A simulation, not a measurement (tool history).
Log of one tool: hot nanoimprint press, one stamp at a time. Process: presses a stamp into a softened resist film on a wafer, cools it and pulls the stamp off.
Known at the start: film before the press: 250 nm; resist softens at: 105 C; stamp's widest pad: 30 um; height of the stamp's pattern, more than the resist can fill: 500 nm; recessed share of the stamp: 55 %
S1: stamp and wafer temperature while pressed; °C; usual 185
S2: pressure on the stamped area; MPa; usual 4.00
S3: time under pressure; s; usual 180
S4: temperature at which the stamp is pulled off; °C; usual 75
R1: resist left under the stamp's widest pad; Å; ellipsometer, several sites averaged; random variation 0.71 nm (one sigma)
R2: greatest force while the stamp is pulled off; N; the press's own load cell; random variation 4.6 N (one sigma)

{"run": 1, "hour": 0.0, "S1": 185, "S2": 4.0, "S3": 180, "S4": 75, "R1": 1503, "R2": 256}
{"hour": 25.4, "done": "plate thermocouple calibrated"}
{"run": 2, "hour": 29.9, "S1": 185, "S2": 4.0, "S3": 103, "S4": 75, "R1": 1768, "R2": 256}
{"run": 3, "hour": 52.9, "S1": 185, "S2": 4.0, "S3": 103, "S4": 75, "R1": 1747, "R2": 265}
{"run": 4, "hour": 76.4, "S1": 185, "S2": 4.0, "S3": 103, "S4": 75, "R1": 1761, "R2": 271}
{"run": 5, "hour": 108.7, "S1": 190, "S2": 4.0, "S3": 180, "S4": 75, "R1": 1346, "R2": 268}
{"run": 6, "hour": 130.8, "S1": 185, "S2": 3.34, "S3": 180, "S4": 75, "R1": 1644, "R2": 267}
{"run": 7, "hour": 152.6, "S1": 185, "S2": 3.34, "S3": 180, "S4": 78, "R1": 1644, "R2": 265}
{"hour": 167.6, "done": "plate thermocouple calibrated, once more"}
{"run": 8, "hour": 189.5, "S1": 185, "S2": 4.0, "S3": 180, "S4": 75, "R1": 1448, "R2": 285}
{"run": 9, "hour": 224.9, "S1": 178, "S2": 4.0, "S3": 180, "S4": 75, "R1": 1709, "R2": 272}
{"run": 10, "hour": 256.4, "S1": 178, "S2": 4.0, "S3": 180, "S4": 75, "R1": 1739, "R2": 289}
{"hour": 276.1, "done": "stamp cleaned and given a new release coat"}
{"run": 11, "hour": 281.7, "S1": 178, "S2": 5.07, "S3": 180, "S4": 75, "R1": 1559, "R2": 234}
{"run": 12, "hour": 300.3, "S1": 178, "S2": 5.07, "S3": 180, "S4": 75, "R1": 1575, "R2": 226}
{"run": 13, "hour": 341.8, "S1": 185, "S2": 4.0, "S3": 180, "S4": 75, "R1": 1460, "R2": 246}
{"run": 14, "hour": 382.1, "S1": 185, "S2": 4.0, "S3": 180, "S4": 75, "R1": 1479, "R2": 238}
{"run": 15, "hour": 413.7, "S1": 185, "S2": 4.0, "S3": 180, "S4": 75, "R1": 1462, "R2": 238}
{"run": 16, "hour": 443.7, "S1": 179, "S2": 5.86, "S3": 180, "S4": 75, "R1": 1451, "R2": 247}
{"run": 17, "hour": 470.0, "S1": 179, "S2": 5.86, "S3": 180, "S4": 75, "R1": 1448, "R2": 242}
{"run": 18, "hour": 494.0, "S1": 179, "S2": 5.86, "S3": 180, "S4": 75, "R1": 1456, "R2": 255}
{"run": 19, "hour": 520.5, "S1": 183, "S2": 4.0, "S3": 180, "S4": 63, "R1": 1559, "R2": 266}
{"run": 20, "hour": 562.3, "S1": 196, "S2": 4.0, "S3": 180, "S4": 71, "R1": 1136, "R2": 274}
{"run": 21, "hour": 599.1, "S1": 196, "S2": 4.0, "S3": 180, "S4": 71, "R1": 1154, "R2": 271}
{"run": 22, "hour": 620.0, "S1": 188, "S2": 4.0, "S3": 180, "S4": 71, "R1": 1390, "R2": 280}
{"run": 23, "hour": 644.9, "S1": 186, "S2": 4.0, "S3": 180, "S4": 70, "R1": 1456, "R2": 289}
{"run": 24, "hour": 667.8, "S1": 185, "S2": 6.02, "S3": 106, "S4": 63, "R1": 1450, "R2": 293}
{"run": 25, "hour": 689.7, "S1": 192, "S2": 5.95, "S3": 137, "S4": 62, "R1": 1138, "R2": 317}
{"run": 26, "hour": 720.2, "S1": 178, "S2": 3.84, "S3": 291, "S4": 65, "R1": 1591, "R2": 306}
{"hour": 767.2, "done": "stamp cleaned and given a new release coat"}
{"run": 27, "hour": 767.6, "S1": 178, "S2": 6.18, "S3": 172, "S4": 77, "R1": 1502, "R2": 229}
{"run": 28, "hour": 802.8, "S1": 196, "S2": 6.18, "S3": 172, "S4": 77, "R1": 917, "R2": 227}
{"run": 29, "hour": 826.2, "S1": 178, "S2": 2.49, "S3": 180, "S4": 75, "R1": 2040, "R2": 225}

Forecast each of these 4 alternatives for the next run:
{"run": "A", "hour": 848.8, "S1": 178, "S2": 5.21, "S3": 180, "S4": 72, "R1": "?", "R2": "?"}
{"run": "B", "hour": 848.8, "S1": 178, "S2": 2.49, "S3": 180, "S4": 75, "R1": "?", "R2": "?"}
{"run": "C", "hour": 848.8, "S1": 185, "S2": 4.0, "S3": 333, "S4": 61, "R1": "?", "R2": "?"}
{"run": "D", "hour": 848.8, "S1": 177, "S2": 4.0, "S3": 139, "S4": 81, "R1": "?", "R2": "?"}

run=A R1=1604 R2=237
run=B R1=2059 R2=240
run=C R1=1269 R2=258
run=D R1=1921 R2=221
Without the tool's hidden state the same runs would have given:
run=A R1=1527 R2=225
run=B R1=2005 R2=227
run=C R1=1205 R2=244
run=D R1=1854 R2=209

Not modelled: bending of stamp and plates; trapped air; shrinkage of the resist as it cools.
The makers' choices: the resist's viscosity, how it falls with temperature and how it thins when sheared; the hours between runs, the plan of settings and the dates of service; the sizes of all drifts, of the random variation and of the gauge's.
